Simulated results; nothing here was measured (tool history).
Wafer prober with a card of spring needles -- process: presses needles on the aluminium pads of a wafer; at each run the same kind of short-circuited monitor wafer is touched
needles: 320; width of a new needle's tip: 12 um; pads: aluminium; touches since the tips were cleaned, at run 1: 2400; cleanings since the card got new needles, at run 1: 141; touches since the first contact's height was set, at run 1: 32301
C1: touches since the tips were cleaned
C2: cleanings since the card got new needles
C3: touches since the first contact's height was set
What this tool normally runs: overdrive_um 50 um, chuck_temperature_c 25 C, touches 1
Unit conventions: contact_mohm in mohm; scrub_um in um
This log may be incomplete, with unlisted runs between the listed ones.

run 1 day=0.000 | overdrive_um=50 chuck_temperature_c=25 touches=1 | C1=2400 C2=141 C3=32301 | contact_mohm=314 scrub_um=11.89
-- day=0.067 tips cleaned on abrasive film
-- day=0.396 tips cleaned on abrasive film
-- day=0.654 tips cleaned on abrasive film
-- day=0.917 tips cleaned on abrasive film
-- day=1.179 tips cleaned on abrasive film
run 2 day=1.412 | overdrive_um=50 chuck_temperature_c=25 touches=1 | C1=2251 C2=146 C3=45537 | contact_mohm=313 scrub_um=11.62
-- day=1.483 tips cleaned on abrasive film
-- day=1.742 tips cleaned on abrasive film
-- day=2.004 tips cleaned on abrasive film
-- day=2.267 tips cleaned on abrasive film
-- day=2.592 tips cleaned on abrasive film
run 3 day=2.729 | overdrive_um=50 chuck_temperature_c=25 touches=1 | C1=1324 C2=151 C3=57845 | contact_mohm=298 scrub_um=11.47
-- day=2.862 tips cleaned on abrasive film
-- day=3.125 tips cleaned on abrasive film
-- day=3.450 tips cleaned on abrasive film
-- day=3.775 tips cleaned on abrasive film
-- day=4.100 tips cleaned on abrasive film
-- day=4.362 tips cleaned on abrasive film
-- day=4.621 tips cleaned on abrasive film
run 4 day=4.658 | overdrive_um=36 chuck_temperature_c=25 touches=1 | C1=341 C2=158 C3=75884 | contact_mohm=295 scrub_um=7.94
-- day=4.921 tips cleaned on abrasive film
-- day=5.179 tips cleaned on abrasive film
-- day=5.442 tips cleaned on abrasive film
run 5 day=5.629 | overdrive_um=36 chuck_temperature_c=25 touches=1 | C1=1775 C2=161 C3=84981 | contact_mohm=371 scrub_um=7.85
-- day=5.762 tips cleaned on abrasive film
-- day=6.021 tips cleaned on abrasive film
-- day=6.283 tips cleaned on abrasive film
-- day=6.546 tips cleaned on abrasive film
run 6 day=6.642 | overdrive_um=50 chuck_temperature_c=25 touches=1 | C1=941 C2=165 C3=94465 | contact_mohm=300 scrub_um=11.09
-- day=6.842 tips cleaned on abrasive film
-- day=7.100 tips cleaned on abrasive film
-- day=7.362 tips cleaned on abrasive film
-- day=7.625 tips cleaned on abrasive film
-- day=7.900 tips cleaned on abrasive film
run 7 day=7.900 | overdrive_um=50 chuck_temperature_c=25 touches=1 | C1=0 C2=170 C3=106198 | contact_mohm=275 scrub_um=10.83
-- day=8.225 tips cleaned on abrasive film
-- day=8.550 tips cleaned on abrasive film
-- day=8.812 tips cleaned on abrasive film
-- day=8.888 height of the first contact set anew
-- day=9.083 tips cleaned on abrasive film
-- day=9.346 tips cleaned on abrasive film
-- day=9.608 tips cleaned on abrasive film
-- day=9.933 tips cleaned on abrasive film
-- day=10.192 tips cleaned on abrasive film
run 8 day=10.246 | overdrive_um=50 chuck_temperature_c=25 touches=1 | C1=505 C2=178 C3=12709 | contact_mohm=287 scrub_um=11.93
-- day=10.508 tips cleaned on abrasive film
-- day=10.833 tips cleaned on abrasive film
-- day=11.158 tips cleaned on abrasive film
-- day=11.483 tips cleaned on abrasive film
-- day=11.746 tips cleaned on abrasive film
-- day=12.004 tips cleaned on abrasive film
run 9 day=12.029 | overdrive_um=50 chuck_temperature_c=25 touches=1 | C1=227 C2=184 C3=29412 | contact_mohm=283 scrub_um=11.67
-- day=12.292 tips cleaned on abrasive film
-- day=12.550 tips cleaned on abrasive film
-- day=12.812 tips cleaned on abrasive film
-- day=13.138 tips cleaned on abrasive film
-- day=13.400 tips cleaned on abrasive film
-- day=13.725 tips cleaned on abrasive film
-- day=13.988 tips cleaned on abrasive film
-- day=14.312 tips cleaned on abrasive film
run 10 day=14.375 | overdrive_um=50 chuck_temperature_c=25 touches=1 | C1=621 C2=192 C3=51389 | contact_mohm=295 scrub_um=11.58
-- day=14.575 tips cleaned on abrasive film
-- day=14.833 tips cleaned on abrasive film
-- day=15.158 tips cleaned on abrasive film
-- day=15.421 tips cleaned on abrasive film
-- day=15.746 tips cleaned on abrasive film
-- day=16.008 tips cleaned on abrasive film
-- day=16.333 tips cleaned on abrasive film
run 11 day=16.388 | overdrive_um=50 chuck_temperature_c=25 touches=3 | C1=527 C2=199 C3=70226 | contact_mohm=275 scrub_um=11.52
-- day=16.650 tips cleaned on abrasive film
-- day=16.912 tips cleaned on abrasive film
-- day=17.171 tips cleaned on abrasive film
-- day=17.433 tips cleaned on abrasive film
-- day=17.696 tips cleaned on abrasive film
-- day=17.954 tips cleaned on abrasive film
run 12 day=18.042 | overdrive_um=50 chuck_temperature_c=50 touches=1 | C1=835 C2=205 C3=85707 | contact_mohm=300 scrub_um=11.25
-- day=18.242 tips cleaned on abrasive film
-- day=18.567 tips cleaned on abrasive film
-- day=18.892 tips cleaned on abrasive film
-- day=19.150 tips cleaned on abrasive film
-- day=19.412 tips cleaned on abrasive film
-- day=19.738 tips cleaned on abrasive film
run 13 day=19.858 | overdrive_um=40 chuck_temperature_c=123 touches=1 | C1=1123 C2=211 C3=102694 | contact_mohm=362 scrub_um=8.91
-- day=20.054 tips cleaned on abrasive film
-- day=20.379 tips cleaned on abrasive film
-- day=20.704 tips cleaned on abrasive film
-- day=20.967 tips cleaned on abrasive film
-- day=21.171 height of the first contact set anew
-- day=21.304 tips cleaned on abrasive film
-- day=21.562 tips cleaned on abrasive film
run 14 day=21.683 | overdrive_um=70 chuck_temperature_c=41 touches=1 | C1=1125 C2=217 C3=4786 | contact_mohm=282 scrub_um=16.99
-- day=21.879 tips cleaned on abrasive film
-- day=22.204 tips cleaned on abrasive film
-- day=22.529 tips cleaned on abrasive film
-- day=22.854 tips cleaned on abrasive film
-- day=23.117 tips cleaned on abrasive film
-- day=23.379 tips cleaned on abrasive film
run 15 day=23.625 | overdrive_um=46 chuck_temperature_c=25 touches=1 | C1=2341 C2=223 C3=22994 | contact_mohm=343 scrub_um=11.01
-- day=23.692 tips cleaned on abrasive film
-- day=23.954 tips cleaned on abrasive film
-- day=24.212 tips cleaned on abrasive film
-- day=24.475 tips cleaned on abrasive film
-- day=24.800 tips cleaned on abrasive film
run 16 day=25.025 | overdrive_um=59 chuck_temperature_c=25 touches=2 | C1=2114 C2=228 C3=36091 | contact_mohm=293 scrub_um=13.85
-- day=25.092 tips cleaned on abrasive film
-- day=25.354 tips cleaned on abrasive film
-- day=25.679 tips cleaned on abrasive film
-- day=25.938 tips cleaned on abrasive film
-- day=26.200 tips cleaned on abrasive film
-- day=26.462 tips cleaned on abrasive film
run 17 day=26.700 | overdrive_um=59 chuck_temperature_c=25 touches=2 | C1=2272 C2=234 C3=51789 | contact_mohm=293 scrub_um=13.74
-- day=26.771 tips cleaned on abrasive film
-- day=27.029 tips cleaned on abrasive film
-- day=27.354 tips cleaned on abrasive film
-- day=27.617 tips cleaned on abrasive film
-- day=27.879 tips cleaned on abrasive film
-- day=28.138 tips cleaned on abrasive film
-- day=28.462 tips cleaned on abrasive film
run 18 day=28.700 | overdrive_um=45 chuck_temperature_c=43 touches=2 | C1=2219 C2=241 C3=70485 | contact_mohm=323 scrub_um=10.13
-- day=28.767 tips cleaned on abrasive film
-- day=29.029 tips cleaned on abrasive film
-- day=29.288 tips cleaned on abrasive film
-- day=29.550 tips cleaned on abrasive film
-- day=29.812 tips cleaned on abrasive film
run 19 day=29.833 | overdrive_um=45 chuck_temperature_c=34 touches=2 | C1=232 C2=246 C3=81091 | contact_mohm=284 scrub_um=10.18
-- day=30.096 tips cleaned on abrasive film
-- day=30.358 tips cleaned on abrasive film
-- day=30.617 tips cleaned on abrasive film
-- day=30.946 tips cleaned on abrasive film
run 20 day=31.104 | overdrive_um=45 chuck_temperature_c=34 touches=2 | C1=1508 C2=250 C3=92973 | contact_mohm=322 scrub_um=10.02
-- day=31.233 tips cleaned on abrasive film
-- day=31.496 tips cleaned on abrasive film
-- day=31.758 tips cleaned on abrasive film
-- day=32.083 tips cleaned on abrasive film
-- day=32.346 tips cleaned on abrasive film
run 21 day=32.367 | overdrive_um=45 chuck_temperature_c=34 touches=2 | C1=223 C2=255 C3=104791 | contact_mohm=284 scrub_um=9.97
-- day=32.629 tips cleaned on abrasive film
-- day=32.892 tips cleaned on abrasive film
-- day=33.150 tips cleaned on abrasive film
-- day=33.412 tips cleaned on abrasive film
-- day=33.488 height of the first contact set anew
-- day=33.688 tips cleaned on abrasive film
run 22 day=33.767 | overdrive_um=53 chuck_temperature_c=66 touches=1 | C1=783 C2=260 C3=2614 | contact_mohm=309 scrub_um=12.75

Entry by entry between the runs, the difference in hidden state between the last listed run before and the first listed run after:
Logged between run 1 and run 2: tips cleaned on abrasive film (day 0.067); tips cleaned on abrasive film (day 0.396); tips cleaned on abrasive film (day 0.654); tips cleaned on abrasive film (day 0.917); tips cleaned on abrasive film (day 1.179)
  debris on the tips, nm: 51.3 -> 48.1; way that the needles fall short of the set height, um: 1.44 -> 1.94; tips' diameter, um: 17.36 -> 17.53
  measured minus no-state result, contact_mohm: +53 -> +52 mohm; scrub_um: -0.35 -> -0.47 um
Logged between run 2 and run 3: tips cleaned on abrasive film (day 1.483); tips cleaned on abrasive film (day 1.742); tips cleaned on abrasive film (day 2.004); tips cleaned on abrasive film (day 2.267); tips cleaned on abrasive film (day 2.592)
  debris on the tips, nm: 48.1 -> 34.8; way that the needles fall short of the set height, um: 1.94 -> 2.56; tips' diameter, um: 17.53 -> 17.75
  measured minus no-state result, contact_mohm: +52 -> +41 mohm; scrub_um: -0.47 -> -0.62 um
Logged between run 3 and run 4: tips cleaned on abrasive film (day 2.862); tips cleaned on abrasive film (day 3.125); tips cleaned on abrasive film (day 3.450); tips cleaned on abrasive film (day 3.775); tips cleaned on abrasive film (day 4.100); tips cleaned on abrasive film (day 4.362); tips cleaned on abrasive film (day 4.621)
  debris on the tips, nm: 34.8 -> 10.4; way that the needles fall short of the set height, um: 2.56 -> 3.27; tips' diameter, um: 17.75 -> 18
  measured minus no-state result, contact_mohm: +41 -> +31 mohm; scrub_um: -0.62 -> -0.78 um
Logged between run 4 and run 5: tips cleaned on abrasive film (day 4.921); tips cleaned on abrasive film (day 5.179); tips cleaned on abrasive film (day 5.442)
  debris on the tips, nm: 10.4 -> 43.3; way that the needles fall short of the set height, um: 3.27 -> 3.62; tips' diameter, um: 18 -> 18.12
  measured minus no-state result, contact_mohm: +31 -> +102 mohm; scrub_um: -0.78 -> -0.88 um
Logged between run 5 and run 6: tips cleaned on abrasive film (day 5.762); tips cleaned on abrasive film (day 6.021); tips cleaned on abrasive film (day 6.283); tips cleaned on abrasive film (day 6.546)
  debris on the tips, nm: 43.3 -> 26.5; way that the needles fall short of the set height, um: 3.62 -> 4.01; tips' diameter, um: 18.12 -> 18.26
  measured minus no-state result, contact_mohm: +102 -> +36 mohm; scrub_um: -0.88 -> -0.96 um
Logged between run 6 and run 7: tips cleaned on abrasive film (day 6.842); tips cleaned on abrasive film (day 7.100); tips cleaned on abrasive film (day 7.362); tips cleaned on abrasive film (day 7.625); tips cleaned on abrasive film (day 7.900)
  debris on the tips, nm: 26.5 -> 5.7; way that the needles fall short of the set height, um: 4.01 -> 4.61; tips' diameter, um: 18.26 -> 18.47
  measured minus no-state result, contact_mohm: +36 -> +15 mohm; scrub_um: -0.96 -> -1.11 um
Logged between run 7 and run 8: tips cleaned on abrasive film (day 8.225); tips cleaned on abrasive film (day 8.550); tips cleaned on abrasive film (day 8.812); height of the first contact set anew (day 8.888); tips cleaned on abrasive film (day 9.083); tips cleaned on abrasive film (day 9.346); tips cleaned on abrasive film (day 9.608); tips cleaned on abrasive film (day 9.933); tips cleaned on abrasive film (day 10.192)
  debris on the tips, nm: 5.7 -> 20.1; way that the needles fall short of the set height, um: 4.61 -> 0.53; tips' diameter, um: 18.47 -> 18.76
  measured minus no-state result, contact_mohm: +15 -> +26 mohm; scrub_um: -1.11 -> -0.13 um
Logged between run 8 and run 9: tips cleaned on abrasive film (day 10.508); tips cleaned on abrasive film (day 10.833); tips cleaned on abrasive film (day 11.158); tips cleaned on abrasive film (day 11.483); tips cleaned on abrasive film (day 11.746); tips cleaned on abrasive film (day 12.004)
  debris on the tips, nm: 20.1 -> 12.3; way that the needles fall short of the set height, um: 0.53 -> 1.19; tips' diameter, um: 18.76 -> 18.99
  measured minus no-state result, contact_mohm: +26 -> +19 mohm; scrub_um: -0.13 -> -0.28 um
Logged between run 9 and run 10: tips cleaned on abrasive film (day 12.292); tips cleaned on abrasive film (day 12.550); tips cleaned on abrasive film (day 12.812); tips cleaned on abrasive film (day 13.138); tips cleaned on abrasive film (day 13.400); tips cleaned on abrasive film (day 13.725); tips cleaned on abrasive film (day 13.988); tips cleaned on abrasive film (day 14.312)
  debris on the tips, nm: 12.3 -> 23.4; way that the needles fall short of the set height, um: 1.19 -> 2; tips' diameter, um: 18.99 -> 19.28
  measured minus no-state result, contact_mohm: +19 -> +34 mohm; scrub_um: -0.28 -> -0.48 um
Logged between run 10 and run 11: tips cleaned on abrasive film (day 14.575); tips cleaned on abrasive film (day 14.833); tips cleaned on abrasive film (day 15.158); tips cleaned on abrasive film (day 15.421); tips cleaned on abrasive film (day 15.746); tips cleaned on abrasive film (day 16.008); tips cleaned on abrasive film (day 16.333)
  debris on the tips, nm: 23.4 -> 14.1; way that the needles fall short of the set height, um: 2 -> 2.7; tips' diameter, um: 19.28 -> 19.52
  measured minus no-state result, contact_mohm: +34 -> +14 mohm; scrub_um: -0.48 -> -0.65 um
Logged between run 11 and run 12: tips cleaned on abrasive film (day 16.650); tips cleaned on abrasive film (day 16.912); tips cleaned on abrasive film (day 17.171); tips cleaned on abrasive film (day 17.433); tips cleaned on abrasive film (day 17.696); tips cleaned on abrasive film (day 17.954)
  debris on the tips, nm: 14.1 -> 22.5; way that the needles fall short of the set height, um: 2.7 -> 3.39; tips' diameter, um: 19.52 -> 19.76
  measured minus no-state result, contact_mohm: +14 -> +36 mohm; scrub_um: -0.65 -> -0.82 um
Logged between run 12 and run 13: tips cleaned on abrasive film (day 18.242); tips cleaned on abrasive film (day 18.567); tips cleaned on abrasive film (day 18.892); tips cleaned on abrasive film (day 19.150); tips cleaned on abrasive film (day 19.412); tips cleaned on abrasive film (day 19.738)
  debris on the tips, nm: 22.5 -> 33.1; way that the needles fall short of the set height, um: 3.39 -> 3.96; tips' diameter, um: 19.76 -> 19.96
  measured minus no-state result, contact_mohm: +36 -> +71 mohm; scrub_um: -0.82 -> -0.96 um
Logged between run 13 and run 14: tips cleaned on abrasive film (day 20.054); tips cleaned on abrasive film (day 20.379); tips cleaned on abrasive film (day 20.704); tips cleaned on abrasive film (day 20.967); height of the first contact set anew (day 21.171); tips cleaned on abrasive film (day 21.304); tips cleaned on abrasive film (day 21.562)
  debris on the tips, nm: 33.1 -> 31.7; way that the needles fall short of the set height, um: 3.96 -> 0.24; tips' diameter, um: 19.96 -> 20.19
  measured minus no-state result, contact_mohm: +71 -> +23 mohm; scrub_um: -0.96 -> -0.05 um
Logged between run 14 and run 15: tips cleaned on abrasive film (day 21.879); tips cleaned on abrasive film (day 22.204); tips cleaned on abrasive film (day 22.529); tips cleaned on abrasive film (day 22.854); tips cleaned on abrasive film (day 23.117); tips cleaned on abrasive film (day 23.379)
  debris on the tips, nm: 31.7 -> 50.2; way that the needles fall short of the set height, um: 0.24 -> 0.86; tips' diameter, um: 20.19 -> 20.41
  measured minus no-state result, contact_mohm: +23 -> +78 mohm; scrub_um: -0.05 -> -0.21 um
Logged between run 15 and run 16: tips cleaned on abrasive film (day 23.692); tips cleaned on abrasive film (day 23.954); tips cleaned on abrasive film (day 24.212); tips cleaned on abrasive film (day 24.475); tips cleaned on abrasive film (day 24.800)
  debris on the tips, nm: 50.2 -> 44.6; way that the needles fall short of the set height, um: 0.86 -> 1.4; tips' diameter, um: 20.41 -> 20.6
  measured minus no-state result, contact_mohm: +78 -> +31 mohm; scrub_um: -0.21 -> -0.34 um
Logged between run 16 and run 17: tips cleaned on abrasive film (day 25.092); tips cleaned on abrasive film (day 25.354); tips cleaned on abrasive film (day 25.679); tips cleaned on abrasive film (day 25.938); tips cleaned on abrasive film (day 26.200); tips cleaned on abrasive film (day 26.462)
  debris on the tips, nm: 44.6 -> 51.5; way that the needles fall short of the set height, um: 1.4 -> 2.05; tips' diameter, um: 20.6 -> 20.83
  measured minus no-state result, contact_mohm: +31 -> +36 mohm; scrub_um: -0.34 -> -0.49 um
Logged between run 17 and run 18: tips cleaned on abrasive film (day 26.771); tips cleaned on abrasive film (day 27.029); tips cleaned on abrasive film (day 27.354); tips cleaned on abrasive film (day 27.617); tips cleaned on abrasive film (day 27.879); tips cleaned on abrasive film (day 28.138); tips cleaned on abrasive film (day 28.462)
  debris on the tips, nm: 51.5 -> 51.1; way that the needles fall short of the set height, um: 2.05 -> 2.86; tips' diameter, um: 20.83 -> 21.11
  measured minus no-state result, contact_mohm: +36 -> +59 mohm; scrub_um: -0.49 -> -0.69 um
Logged between run 18 and run 19: tips cleaned on abrasive film (day 28.767); tips cleaned on abrasive film (day 29.029); tips cleaned on abrasive film (day 29.288); tips cleaned on abrasive film (day 29.550); tips cleaned on abrasive film (day 29.812)
  debris on the tips, nm: 51.1 -> 9.9; way that the needles fall short of the set height, um: 2.86 -> 3.37; tips' diameter, um: 21.11 -> 21.29
  measured minus no-state result, contact_mohm: +59 -> +22 mohm; scrub_um: -0.69 -> -0.82 um
Logged between run 19 and run 20: tips cleaned on abrasive film (day 30.096); tips cleaned on abrasive film (day 30.358); tips cleaned on abrasive film (day 30.617); tips cleaned on abrasive film (day 30.946)
  debris on the tips, nm: 9.9 -> 42.2; way that the needles fall short of the set height, um: 3.37 -> 3.77; tips' diameter, um: 21.29 -> 21.43
  measured minus no-state result, contact_mohm: +22 -> +56 mohm; scrub_um: -0.82 -> -0.91 um
Logged between run 20 and run 21: tips cleaned on abrasive film (day 31.233); tips cleaned on abrasive film (day 31.496); tips cleaned on abrasive film (day 31.758); tips cleaned on abrasive film (day 32.083); tips cleaned on abrasive film (day 32.346)
  debris on the tips, nm: 42.2 -> 8.2; way that the needles fall short of the set height, um: 3.77 -> 4.28; tips' diameter, um: 21.43 -> 21.61
  measured minus no-state result, contact_mohm: +56 -> +22 mohm; scrub_um: -0.91 -> -1.05 um
Logged between run 21 and run 22: tips cleaned on abrasive film (day 32.629); tips cleaned on abrasive film (day 32.892); tips cleaned on abrasive film (day 33.150); tips cleaned on abrasive film (day 33.412); height of the first contact set anew (day 33.488); tips cleaned on abrasive film (day 33.688)
  debris on the tips, nm: 8.2 -> 23; way that the needles fall short of the set height, um: 4.28 -> 0.13; tips' diameter, um: 21.61 -> 21.8
  measured minus no-state result, contact_mohm: +22 -> +34 mohm; scrub_um: -1.05 -> -0.03 um

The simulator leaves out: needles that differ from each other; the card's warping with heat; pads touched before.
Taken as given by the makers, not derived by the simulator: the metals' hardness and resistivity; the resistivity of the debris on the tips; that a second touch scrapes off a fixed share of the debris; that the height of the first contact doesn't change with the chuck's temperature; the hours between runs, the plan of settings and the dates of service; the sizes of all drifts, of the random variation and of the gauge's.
